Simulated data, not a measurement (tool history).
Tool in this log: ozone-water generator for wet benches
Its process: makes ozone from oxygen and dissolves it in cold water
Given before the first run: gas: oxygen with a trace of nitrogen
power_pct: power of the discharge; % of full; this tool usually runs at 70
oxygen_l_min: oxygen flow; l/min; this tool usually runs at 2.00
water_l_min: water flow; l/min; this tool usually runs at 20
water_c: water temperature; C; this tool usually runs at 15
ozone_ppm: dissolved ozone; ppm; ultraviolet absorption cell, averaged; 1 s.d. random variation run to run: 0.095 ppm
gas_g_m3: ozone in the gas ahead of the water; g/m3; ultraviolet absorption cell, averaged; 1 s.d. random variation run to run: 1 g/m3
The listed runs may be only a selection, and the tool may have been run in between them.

{"run": 1, "hour": 0.0, "power_pct": 70, "oxygen_l_min": 2.0, "water_l_min": 20, "water_c": 15, "ozone_ppm": 8.27, "gas_g_m3": 172.4}
{"run": 2, "hour": 57.5, "power_pct": 70, "oxygen_l_min": 2.0, "water_l_min": 20, "water_c": 15, "ozone_ppm": 8.01, "gas_g_m3": 171.0}
{"run": 3, "hour": 103.4, "power_pct": 70, "oxygen_l_min": 2.0, "water_l_min": 20, "water_c": 15, "ozone_ppm": 8.11, "gas_g_m3": 172.2}
{"run": 4, "hour": 140.3, "power_pct": 70, "oxygen_l_min": 2.0, "water_l_min": 20, "water_c": 15, "ozone_ppm": 7.93, "gas_g_m3": 173.0}
{"run": 5, "hour": 193.6, "power_pct": 70, "oxygen_l_min": 2.0, "water_l_min": 20, "water_c": 15, "ozone_ppm": 8.06, "gas_g_m3": 171.9}
{"run": 6, "hour": 246.6, "power_pct": 70, "oxygen_l_min": 2.0, "water_l_min": 20, "water_c": 15, "ozone_ppm": 8.06, "gas_g_m3": 171.3}
{"run": 7, "hour": 282.7, "power_pct": 70, "oxygen_l_min": 2.0, "water_l_min": 20, "water_c": 15, "ozone_ppm": 7.95, "gas_g_m3": 171.6}
{"run": 8, "hour": 337.7, "power_pct": 70, "oxygen_l_min": 2.0, "water_l_min": 20, "water_c": 15, "ozone_ppm": 8.01, "gas_g_m3": 170.9}
{"run": 9, "hour": 382.1, "power_pct": 70, "oxygen_l_min": 2.98, "water_l_min": 20, "water_c": 15, "ozone_ppm": 8.77, "gas_g_m3": 139.0}
{"run": 10, "hour": 425.0, "power_pct": 70, "oxygen_l_min": 2.0, "water_l_min": 20, "water_c": 15, "ozone_ppm": 8.06, "gas_g_m3": 171.2}
{"hour": 434.3, "done": "contactor cleaned"}
{"run": 11, "hour": 457.4, "power_pct": 70, "oxygen_l_min": 2.0, "water_l_min": 20, "water_c": 15, "ozone_ppm": 7.83, "gas_g_m3": 171.9}
{"run": 12, "hour": 514.9, "power_pct": 70, "oxygen_l_min": 2.0, "water_l_min": 20, "water_c": 15, "ozone_ppm": 7.81, "gas_g_m3": 173.1}
{"run": 13, "hour": 570.8, "power_pct": 85, "oxygen_l_min": 2.0, "water_l_min": 20, "water_c": 15, "ozone_ppm": 9.41, "gas_g_m3": 202.4}
{"hour": 612.6, "done": "contactor cleaned, once more"}
{"run": 14, "hour": 612.6, "power_pct": 70, "oxygen_l_min": 1.09, "water_l_min": 18, "water_c": 15, "ozone_ppm": 7.67, "gas_g_m3": 232.4}
{"run": 15, "hour": 664.9, "power_pct": 70, "oxygen_l_min": 2.49, "water_l_min": 15, "water_c": 15, "ozone_ppm": 11.5, "gas_g_m3": 152.5}
{"run": 16, "hour": 702.9, "power_pct": 70, "oxygen_l_min": 2.49, "water_l_min": 15, "water_c": 15, "ozone_ppm": 11.71, "gas_g_m3": 151.6}
{"run": 17, "hour": 734.4, "power_pct": 48, "oxygen_l_min": 1.71, "water_l_min": 13, "water_c": 15, "ozone_ppm": 9.33, "gas_g_m3": 135.1}

What will run 18 give?
{"run": 18, "hour": 774.7, "power_pct": 94, "oxygen_l_min": 1.71, "water_l_min": 14, "water_c": 15, "ozone_ppm": "?", "gas_g_m3": "?"}

Run 18 produced ozone_ppm 14.86 ppm, gas_g_m3 238.4 g/m3.
With the hidden condition absent and the run-to-run variation left alone, this run would have shown ozone_ppm 15.44 ppm, gas_g_m3 246.9 g/m3.

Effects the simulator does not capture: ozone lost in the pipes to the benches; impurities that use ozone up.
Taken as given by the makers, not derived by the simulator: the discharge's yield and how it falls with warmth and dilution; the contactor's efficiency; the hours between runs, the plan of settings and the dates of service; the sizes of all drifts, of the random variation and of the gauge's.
